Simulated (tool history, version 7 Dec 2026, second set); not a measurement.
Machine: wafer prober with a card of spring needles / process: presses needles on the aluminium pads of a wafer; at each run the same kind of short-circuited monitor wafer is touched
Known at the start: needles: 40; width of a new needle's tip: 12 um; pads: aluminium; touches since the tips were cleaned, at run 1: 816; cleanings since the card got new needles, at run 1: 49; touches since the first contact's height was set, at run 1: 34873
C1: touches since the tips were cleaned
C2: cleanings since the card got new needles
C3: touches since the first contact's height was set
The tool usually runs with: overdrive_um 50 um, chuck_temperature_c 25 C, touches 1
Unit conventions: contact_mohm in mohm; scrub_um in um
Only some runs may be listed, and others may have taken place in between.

{"run": 1, "hour": 0.0, "overdrive_um": 50, "chuck_temperature_c": 25, "touches": 1, "C1": 816, "C2": 49, "C3": 34873, "contact_mohm": 147, "scrub_um": 6.597}
{"run": 2, "hour": 12.1, "overdrive_um": 50, "chuck_temperature_c": 25, "touches": 1, "C1": 5160, "C2": 49, "C3": 39217, "contact_mohm": 147, "scrub_um": 6.598}
{"hour": 13.7, "done": "tips cleaned on abrasive film"}
{"hour": 29.0, "done": "tips cleaned on abrasive film"}
{"run": 3, "hour": 29.0, "overdrive_um": 50, "chuck_temperature_c": 25, "touches": 1, "C1": 0, "C2": 51, "C3": 45239, "contact_mohm": 144, "scrub_um": 6.586}
{"hour": 45.4, "done": "tips cleaned on abrasive film"}
{"run": 4, "hour": 47.5, "overdrive_um": 50, "chuck_temperature_c": 25, "touches": 1, "C1": 745, "C2": 52, "C3": 51853, "contact_mohm": 149, "scrub_um": 6.578}
{"hour": 60.8, "done": "tips cleaned on abrasive film"}
{"run": 5, "hour": 63.4, "overdrive_um": 50, "chuck_temperature_c": 25, "touches": 1, "C1": 952, "C2": 53, "C3": 57552, "contact_mohm": 147, "scrub_um": 6.586}
{"run": 6, "hour": 73.8, "overdrive_um": 51, "chuck_temperature_c": 25, "touches": 3, "C1": 4669, "C2": 53, "C3": 61269, "contact_mohm": 148, "scrub_um": 6.704}
{"hour": 75.6, "done": "tips cleaned on abrasive film"}
{"hour": 91.2, "done": "tips cleaned on abrasive film"}
{"run": 7, "hour": 93.2, "overdrive_um": 50, "chuck_temperature_c": 25, "touches": 3, "C1": 711, "C2": 55, "C3": 68186, "contact_mohm": 147, "scrub_um": 6.592}
{"hour": 107.5, "done": "tips cleaned on abrasive film"}
{"run": 8, "hour": 116.1, "overdrive_um": 50, "chuck_temperature_c": 46, "touches": 3, "C1": 3094, "C2": 56, "C3": 76390, "contact_mohm": 152, "scrub_um": 6.58}
{"hour": 122.4, "done": "tips cleaned on abrasive film"}
{"hour": 137.9, "done": "tips cleaned on abrasive film"}
{"hour": 138.2, "done": "height of the first contact set anew"}
{"run": 9, "hour": 138.9, "overdrive_um": 31, "chuck_temperature_c": 64, "touches": 1, "C1": 252, "C2": 58, "C3": 252, "contact_mohm": 161, "scrub_um": 4.064}
{"hour": 153.5, "done": "tips cleaned on abrasive film"}
{"run": 10, "hour": 160.4, "overdrive_um": 31, "chuck_temperature_c": 64, "touches": 1, "C1": 2471, "C2": 59, "C3": 7938, "contact_mohm": 160, "scrub_um": 4.095}

Branching from run 10: 3 alternative next runs. What would each branch give?
{"hour": 169.1, "done": "tips cleaned on abrasive film"}
{"run": "A", "hour": 180.1, "overdrive_um": 68, "chuck_temperature_c": 25, "touches": 1, "C1": 3968, "C2": 60, "C3": 14997, "contact_mohm": "?", "scrub_um": "?"}
{"hour": 169.1, "done": "tips cleaned on abrasive film"}
{"run": "B", "hour": 180.1, "overdrive_um": 32, "chuck_temperature_c": 119, "touches": 1, "C1": 3968, "C2": 60, "C3": 14997, "contact_mohm": "?", "scrub_um": "?"}
{"hour": 169.1, "done": "tips cleaned on abrasive film"}
{"run": "C", "hour": 180.1, "overdrive_um": 32, "chuck_temperature_c": 115, "touches": 1, "C1": 3968, "C2": 60, "C3": 14997, "contact_mohm": "?", "scrub_um": "?"}

run=A contact_mohm=144 scrub_um=8.956
run=B contact_mohm=171 scrub_um=4.223
run=C contact_mohm=168 scrub_um=4.196
Without the tool's hidden state the same runs would have given:
run=A contact_mohm=144 scrub_um=8.956
run=B contact_mohm=170 scrub_um=4.224
run=C contact_mohm=167 scrub_um=4.196
